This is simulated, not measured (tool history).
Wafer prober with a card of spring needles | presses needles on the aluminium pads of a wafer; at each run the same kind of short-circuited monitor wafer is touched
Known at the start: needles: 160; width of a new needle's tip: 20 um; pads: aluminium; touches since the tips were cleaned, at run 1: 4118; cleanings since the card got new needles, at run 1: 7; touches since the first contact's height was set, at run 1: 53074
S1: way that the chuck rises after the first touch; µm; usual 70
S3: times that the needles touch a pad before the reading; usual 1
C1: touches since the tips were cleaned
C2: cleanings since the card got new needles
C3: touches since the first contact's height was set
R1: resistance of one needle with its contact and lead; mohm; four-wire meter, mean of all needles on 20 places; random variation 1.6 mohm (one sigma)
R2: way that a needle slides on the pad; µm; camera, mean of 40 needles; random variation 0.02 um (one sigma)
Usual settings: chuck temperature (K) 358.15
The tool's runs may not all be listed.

run 1 hour=0.0 | S1=70 chuck_temperature_(K)=358.15 S3=1 | C1=4118 C2=7 C3=53074 | R1=158 R2=9.34
run 2 hour=12.4 | S1=70 chuck_temperature_(K)=358.15 S3=1 | C1=6523 C2=7 C3=55479 | R1=158 R2=9.31
-- hour=14.0 tips cleaned on abrasive film
run 3 hour=34.2 | S1=70 chuck_temperature_(K)=358.15 S3=1 | C1=3922 C2=8 C3=59689 | R1=157 R2=9.26
-- hour=49.1 tips cleaned on abrasive film
run 4 hour=49.1 | S1=70 chuck_temperature_(K)=358.15 S3=1 | C1=0 C2=9 C3=62551 | R1=157 R2=9.32
run 5 hour=62.4 | S1=70 chuck_temperature_(K)=358.15 S3=1 | C1=2584 C2=9 C3=65135 | R1=158 R2=9.33
run 6 hour=74.8 | S1=70 chuck_temperature_(K)=358.15 S3=1 | C1=4986 C2=9 C3=67537 | R1=157 R2=9.32
-- hour=84.1 tips cleaned on abrasive film
run 7 hour=84.1 | S1=70 chuck_temperature_(K)=358.15 S3=1 | C1=0 C2=10 C3=69320 | R1=158 R2=9.29
run 8 hour=102.3 | S1=56 chuck_temperature_(K)=358.15 S3=1 | C1=3510 C2=10 C3=72830 | R1=165 R2=7.48
run 9 hour=116.6 | S1=70 chuck_temperature_(K)=358.15 S3=1 | C1=6291 C2=10 C3=75611 | R1=161 R2=9.33
-- hour=119.2 tips cleaned on abrasive film
run 10 hour=135.8 | S1=57 chuck_temperature_(K)=303.15 S3=3 | C1=3215 C2=11 C3=79316 | R1=152 R2=7.60
-- hour=154.3 tips cleaned on abrasive film
run 11 hour=157.1 | S1=66 chuck_temperature_(K)=303.15 S3=1 | C1=542 C2=12 C3=83422 | R1=150 R2=8.84
run 12 hour=175.9 | S1=78 chuck_temperature_(K)=300.15 S3=1 | C1=4187 C2=12 C3=87067 | R1=145 R2=10.46
-- hour=188.7 tips cleaned on abrasive film
run 13 hour=188.7 | S1=79 chuck_temperature_(K)=314.15 S3=2 | C1=0 C2=13 C3=89528 | R1=147 R2=10.60
run 14 hour=205.5 | S1=79 chuck_temperature_(K)=330.15 S3=2 | C1=3257 C2=13 C3=92785 | R1=149 R2=10.59
run 15 hour=215.4 | S1=61 chuck_temperature_(K)=358.15 S3=1 | C1=5172 C2=13 C3=94700 | R1=160 R2=8.19
-- hour=223.7 tips cleaned on abrasive film
run 16 hour=233.3 | S1=70 chuck_temperature_(K)=338.15 S3=3 | C1=1864 C2=14 C3=98151 | R1=154 R2=9.43
-- hour=241.6 gauge calibrated
run 17 hour=249.9 | S1=77 chuck_temperature_(K)=314.15 S3=2 | C1=5081 C2=14 C3=101368 | R1=148 R2=10.20
-- hour=259.3 tips cleaned on abrasive film
run 18 hour=262.0 | S1=65 chuck_temperature_(K)=379.15 S3=3 | C1=524 C2=15 C3=103681 | R1=164 R2=8.64

Forecast each of these 4 alternatives for the next run:
run A hour=280.9 | S1=70 chuck_temperature_(K)=311.15 S3=1 | C1=4201 C2=15 C3=107358 | R1=? R2=?
run B hour=280.9 | S1=77 chuck_temperature_(K)=358.15 S3=1 | C1=4201 C2=15 C3=107358 | R1=? R2=?
run C hour=280.9 | S1=70 chuck_temperature_(K)=358.15 S3=3 | C1=4201 C2=15 C3=107358 | R1=? R2=?
run D hour=280.9 | S1=64 chuck_temperature_(K)=308.15 S3=1 | C1=4201 C2=15 C3=107358 | R1=? R2=?

run=A R1=147 R2=9.28
run=B R1=152 R2=10.25
run=C R1=155 R2=9.29
run=D R1=151 R2=8.46
Without the tool's hidden state the same runs would have given:
run=A R1=147 R2=9.26
run=B R1=152 R2=10.23
run=C R1=155 R2=9.27
run=D R1=151 R2=8.44
